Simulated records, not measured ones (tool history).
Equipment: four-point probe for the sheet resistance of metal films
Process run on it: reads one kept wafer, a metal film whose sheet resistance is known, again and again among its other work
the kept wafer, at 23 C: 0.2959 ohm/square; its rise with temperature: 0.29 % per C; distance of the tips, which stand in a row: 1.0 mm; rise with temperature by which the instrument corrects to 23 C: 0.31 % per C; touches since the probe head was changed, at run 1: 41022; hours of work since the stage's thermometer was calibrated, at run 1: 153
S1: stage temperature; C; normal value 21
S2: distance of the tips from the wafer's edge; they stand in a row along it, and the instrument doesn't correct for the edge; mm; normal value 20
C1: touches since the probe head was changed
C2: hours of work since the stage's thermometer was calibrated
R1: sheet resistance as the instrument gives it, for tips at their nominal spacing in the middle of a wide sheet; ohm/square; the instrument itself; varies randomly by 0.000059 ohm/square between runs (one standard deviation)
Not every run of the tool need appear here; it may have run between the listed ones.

{"run": 1, "hour": 0.0, "S1": 21, "S2": 20, "C1": 41022, "C2": 153, "R1": 0.296305}
{"run": 2, "hour": 37.3, "S1": 26, "S2": 20, "C1": 41946, "C2": 175, "R1": 0.295907}
{"run": 3, "hour": 89.3, "S1": 20, "S2": 20, "C1": 43232, "C2": 207, "R1": 0.296445}
{"run": 4, "hour": 111.5, "S1": 29, "S2": 20, "C1": 43783, "C2": 221, "R1": 0.295884}
{"run": 5, "hour": 162.8, "S1": 21, "S2": 20, "C1": 45052, "C2": 252, "R1": 0.29645}
{"run": 6, "hour": 211.8, "S1": 21, "S2": 20, "C1": 46265, "C2": 282, "R1": 0.296604}
{"run": 7, "hour": 264.0, "S1": 21, "S2": 5, "C1": 47557, "C2": 314, "R1": 0.302422}
{"run": 8, "hour": 291.1, "S1": 21, "S2": 20, "C1": 48228, "C2": 331, "R1": 0.296703}
{"run": 9, "hour": 323.9, "S1": 21, "S2": 20, "C1": 49040, "C2": 351, "R1": 0.296622}
{"run": 10, "hour": 356.4, "S1": 21, "S2": 20, "C1": 49846, "C2": 371, "R1": 0.296724}
{"run": 11, "hour": 386.2, "S1": 21, "S2": 11, "C1": 50583, "C2": 389, "R1": 0.297698}
{"run": 12, "hour": 413.2, "S1": 21, "S2": 11, "C1": 51251, "C2": 405, "R1": 0.297534}
{"run": 13, "hour": 447.9, "S1": 28, "S2": 11, "C1": 52111, "C2": 427, "R1": 0.29723}
{"run": 14, "hour": 495.8, "S1": 28, "S2": 11, "C1": 53295, "C2": 456, "R1": 0.297288}
{"run": 15, "hour": 540.7, "S1": 28, "S2": 11, "C1": 54408, "C2": 483, "R1": 0.297517}
{"run": 16, "hour": 592.8, "S1": 28, "S2": 34, "C1": 55698, "C2": 515, "R1": 0.296237}
{"run": 17, "hour": 639.8, "S1": 28, "S2": 34, "C1": 56861, "C2": 544, "R1": 0.296301}
{"run": 18, "hour": 681.4, "S1": 28, "S2": 34, "C1": 57892, "C2": 569, "R1": 0.29638}
{"run": 19, "hour": 703.9, "S1": 28, "S2": 34, "C1": 58449, "C2": 583, "R1": 0.296441}
{"run": 20, "hour": 725.6, "S1": 28, "S2": 34, "C1": 58985, "C2": 596, "R1": 0.296458}
{"run": 21, "hour": 777.3, "S1": 28, "S2": 34, "C1": 60266, "C2": 628, "R1": 0.296584}
{"run": 22, "hour": 822.0, "S1": 28, "S2": 34, "C1": 61372, "C2": 655, "R1": 0.296516}
{"run": 23, "hour": 847.0, "S1": 28, "S2": 34, "C1": 61990, "C2": 671, "R1": 0.296612}
{"run": 24, "hour": 899.1, "S1": 26, "S2": 22, "C1": 63281, "C2": 702, "R1": 0.296879}
{"run": 25, "hour": 929.8, "S1": 21, "S2": 5, "C1": 64041, "C2": 721, "R1": 0.303156}
{"run": 26, "hour": 960.4, "S1": 21, "S2": 5, "C1": 64797, "C2": 740, "R1": 0.303329}
{"run": 27, "hour": 1007.4, "S1": 21, "S2": 5, "C1": 65962, "C2": 769, "R1": 0.303256}
{"run": 28, "hour": 1042.6, "S1": 20, "S2": 5, "C1": 66833, "C2": 790, "R1": 0.303529}
{"run": 29, "hour": 1065.9, "S1": 20, "S2": 24, "C1": 67409, "C2": 804, "R1": 0.297456}
{"run": 30, "hour": 1088.8, "S1": 20, "S2": 6, "C1": 67976, "C2": 818, "R1": 0.301648}
{"run": 31, "hour": 1111.7, "S1": 22, "S2": 11, "C1": 68544, "C2": 832, "R1": 0.298541}
{"run": 32, "hour": 1139.6, "S1": 22, "S2": 11, "C1": 69233, "C2": 850, "R1": 0.298582}
{"run": 33, "hour": 1183.0, "S1": 34, "S2": 6, "C1": 70308, "C2": 876, "R1": 0.301005}
{"run": 34, "hour": 1221.0, "S1": 34, "S2": 6, "C1": 71249, "C2": 899, "R1": 0.301044}
{"run": 35, "hour": 1245.0, "S1": 28, "S2": 3, "C1": 71843, "C2": 914, "R1": 0.313613}
{"run": 36, "hour": 1285.4, "S1": 33, "S2": 5, "C1": 72844, "C2": 939, "R1": 0.303006}
{"run": 37, "hour": 1333.4, "S1": 30, "S2": 5, "C1": 74032, "C2": 968, "R1": 0.30324}
{"run": 38, "hour": 1371.3, "S1": 30, "S2": 9, "C1": 74969, "C2": 991, "R1": 0.298861}
{"run": 39, "hour": 1414.1, "S1": 30, "S2": 9, "C1": 76030, "C2": 1017, "R1": 0.29899}
{"run": 40, "hour": 1439.3, "S1": 24, "S2": 4, "C1": 76654, "C2": 1033, "R1": 0.307126}
{"run": 41, "hour": 1473.5, "S1": 20, "S2": 6, "C1": 77500, "C2": 1054, "R1": 0.302154}
{"run": 42, "hour": 1505.8, "S1": 23, "S2": 16, "C1": 78300, "C2": 1074, "R1": 0.298145}
{"run": 43, "hour": 1552.1, "S1": 23, "S2": 16, "C1": 79447, "C2": 1102, "R1": 0.298233}
{"run": 44, "hour": 1580.4, "S1": 30, "S2": 49, "C1": 80146, "C2": 1119, "R1": 0.29729}

Forecast each of these 3 alternatives for the next run:
{"run": "A", "hour": 1608.2, "S1": 25, "S2": 12, "C1": 80834, "C2": 1136, "R1": "?"}
{"run": "B", "hour": 1608.2, "S1": 33, "S2": 49, "C1": 80834, "C2": 1136, "R1": "?"}
{"run": "C", "hour": 1608.2, "S1": 22, "S2": 11, "C1": 80834, "C2": 1136, "R1": "?"}

run=A R1=0.298622
run=B R1=0.297112
run=C R1=0.299078
Had the tool no hidden state, the same runs would have come out as:
run=A R1=0.296821
run=B R1=0.295323
run=C R1=0.297272
